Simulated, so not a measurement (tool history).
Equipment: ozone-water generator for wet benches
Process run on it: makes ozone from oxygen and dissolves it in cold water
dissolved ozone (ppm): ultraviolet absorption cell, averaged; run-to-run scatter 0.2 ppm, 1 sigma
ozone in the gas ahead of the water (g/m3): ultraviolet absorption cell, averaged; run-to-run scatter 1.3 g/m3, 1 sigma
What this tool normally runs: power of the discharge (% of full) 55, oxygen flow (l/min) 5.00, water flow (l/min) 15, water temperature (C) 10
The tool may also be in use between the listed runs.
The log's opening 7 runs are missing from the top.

run	hour	power of the discharge (% of full)	oxygen flow (l/min)	water flow (l/min)	water temperature (C)	hours of work since the electrodes were changed	hours of work since the contactor was cleaned	hours of work since the thermometer was calibrated	dissolved ozone (ppm)	ozone in the gas ahead of the water (g/m3)
8	794.9	55	5.00	15	10	2849	2849	3249	25.5	212.2
# hour 919.0: contactor cleaned
9	951.2	55	5.00	15	17	2990	30	3391	23.7	210.9
10	1103.1	55	5.00	15	10	3132	171	3532	26.7	208.8
# hour 1112.9: water thermometer calibrated
11	1254.1	55	5.00	15	10	3272	311	131	26.0	210.7
12	1386.9	55	5.00	15	10	3395	435	255	25.8	209.0
# hour 1517.7: water thermometer calibrated, once more
13	1527.3	74	5.00	15	10	3525	565	9	31.9	251.8
14	1615.3	74	5.00	15	10	3607	647	91	31.1	248.2
15	1769.5	74	5.00	15	10	3751	790	234	31.2	251.7
16	1896.0	74	5.00	15	10	3868	908	352	31.7	246.4
17	2046.5	74	5.00	15	10	4008	1048	492	30.8	245.6
18	2193.4	74	5.00	15	6	4145	1184	628	32.6	245.0
19	2345.3	71	5.00	15	7	4286	1326	770	31.0	237.9
20	2485.0	60	2.75	15	8	4416	1456	900	26.3	303.8
21	2604.5	60	2.75	15	8	4527	1567	1011	26.2	299.6
22	2707.1	55	8.25	15	11	4623	1662	1106	23.3	152.2
23	2843.0	67	5.00	12	10	4749	1789	1233	34.6	227.0
24	2944.4	67	5.00	14	10	4843	1883	1327	29.9	225.0
25	3016.1	67	5.00	14	10	4910	1950	1394	29.5	226.7
26	3143.0	67	5.00	14	10	5028	2068	1512	29.6	224.4
27	3295.2	55	2.56	11	10	5170	2209	1653	32.4	288.4
28	3394.7	55	4.06	15	10	5262	2302	1746	24.2	222.5
29	3508.3	55	4.60	12	10	5368	2407	1851	29.5	206.5
30	3605.7	60	5.00	15	10	5458	2498	1942	24.9	207.1
31	3748.0	79	5.00	15	6	5591	2630	2074	31.0	242.7

Forecast each of these 5 alternatives for the next run:
A	3894.8	42	5.00	15	18	5727	2767	2211	?	?
B	3894.8	55	3.53	19	13	5727	2767	2211	?	?
C	3894.8	43	2.57	15	10	5727	2767	2211	?	?
D	3894.8	55	5.00	16	10	5727	2767	2211	?	?
E	3894.8	55	5.00	10	10	5727	2767	2211	?	?

run	dissolved ozone (ppm)	ozone in the gas ahead of the water (g/m3)
A	17.6	163.6
B	17.7	239.3
C	19.7	246.0
D	22.0	193.0
E	33.9	196.2
Had the tool no hidden state, the same runs would have come out as:
run	dissolved ozone (ppm)	ozone in the gas ahead of the water (g/m3)
A	21.4	187.2
B	22.3	283.5
C	24.0	282.2
D	27.7	228.7
E	42.2	232.6

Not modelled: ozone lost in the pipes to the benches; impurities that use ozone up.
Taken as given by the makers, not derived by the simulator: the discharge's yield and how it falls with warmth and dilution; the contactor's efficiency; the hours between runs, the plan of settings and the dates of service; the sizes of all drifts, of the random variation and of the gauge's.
